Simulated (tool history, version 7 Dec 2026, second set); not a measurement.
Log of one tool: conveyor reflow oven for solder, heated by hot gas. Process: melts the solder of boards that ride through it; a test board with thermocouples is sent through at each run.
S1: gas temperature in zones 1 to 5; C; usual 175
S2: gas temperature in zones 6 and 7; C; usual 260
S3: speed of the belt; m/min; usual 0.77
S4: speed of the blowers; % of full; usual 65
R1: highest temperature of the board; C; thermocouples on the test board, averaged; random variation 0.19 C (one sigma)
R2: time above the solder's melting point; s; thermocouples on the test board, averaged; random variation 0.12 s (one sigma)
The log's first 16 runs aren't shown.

Run 17, hour 404.2: usual settings but S4 73 % of full. Result: R1 252.4 C, R2 48.4 s.
Run 18, hour 433.6: usual settings but S4 73 % of full. Result: R1 252.1 C, R2 48.5 s.
At hour 448: flux residue cleaned out of gas plates and filters.
Run 19, hour 472.6: usual settings but S1 182 C, S2 249 C. Result: R1 243.1 C, R2 45 s.
Run 20, hour 506: usual settings but S2 272 C, S3 0.64 m/min, S4 77 % of full. Result: R1 269 C, R2 68 s.
Run 21, hour 533.7: usual settings but S2 272 C, S3 0.64 m/min, S4 77 % of full. Result: R1 269.5 C, R2 68 s.
At hour 551.5: thermocouples of zones 6 and 7 changed.
Run 22, hour 560.3: usual settings but S1 179 C, S2 250 C, S3 0.754 m/min, S4 67 % of full. Result: R1 241.5 C, R2 44.7 s.
Run 23, hour 594.6: usual settings but S1 185 C, S2 269 C, S4 59 % of full. Result: R1 258.1 C, R2 54.1 s.
Run 24, hour 631.4: usual settings but S1 171 C, S2 256 C, S3 0.724 m/min. Result: R1 246.7 C, R2 47.2 s.
Run 25, hour 646.7: usual settings but S1 188 C, S2 256 C, S3 0.724 m/min, S4 56 % of full. Result: R1 247.2 C, R2 53.4 s.
Run 26, hour 662.8: usual settings but S1 178 C, S2 268 C, S3 0.763 m/min, S4 56 % of full. Result: R1 255.5 C, R2 51 s.
Run 27, hour 689.9: usual settings but S1 162 C, S3 0.916 m/min, S4 67 % of full. Result: R1 242.3 C, R2 30.7 s.
Run 28, hour 715.7: usual settings but S1 162 C, S3 0.916 m/min, S4 67 % of full. Result: R1 242.4 C, R2 30.8 s.
Run 29, hour 745.1: usual settings but S1 162 C, S3 0.916 m/min, S4 67 % of full. Result: R1 242.4 C, R2 30.6 s.
Run 30, hour 780.9: usual settings but S1 162 C, S3 0.916 m/min, S4 67 % of full. Result: R1 241.8 C, R2 30.5 s.

3 ways to go on from here, each from the tool as it stands after run 30. What would each give?
Run A, hour 804.9: usual settings but S3 0.916 m/min, S4 67 % of full. Result: R1 ?, R2 ?.
Run B, hour 804.9: usual settings but S1 189 C, S3 0.806 m/min. Result: R1 ?, R2 ?.
Run C, hour 804.9: usual settings but S1 176 C, S2 275 C, S3 0.743 m/min. Result: R1 ?, R2 ?.

run     R1    R2
  A  244.7  35.1
  B  250.2  49.2
  C  264.1  56.3
Without the tool's hidden state the same runs would have given:
run     R1    R2
  A    245  35.4
  B  250.2  49.1
  C  264.1    56
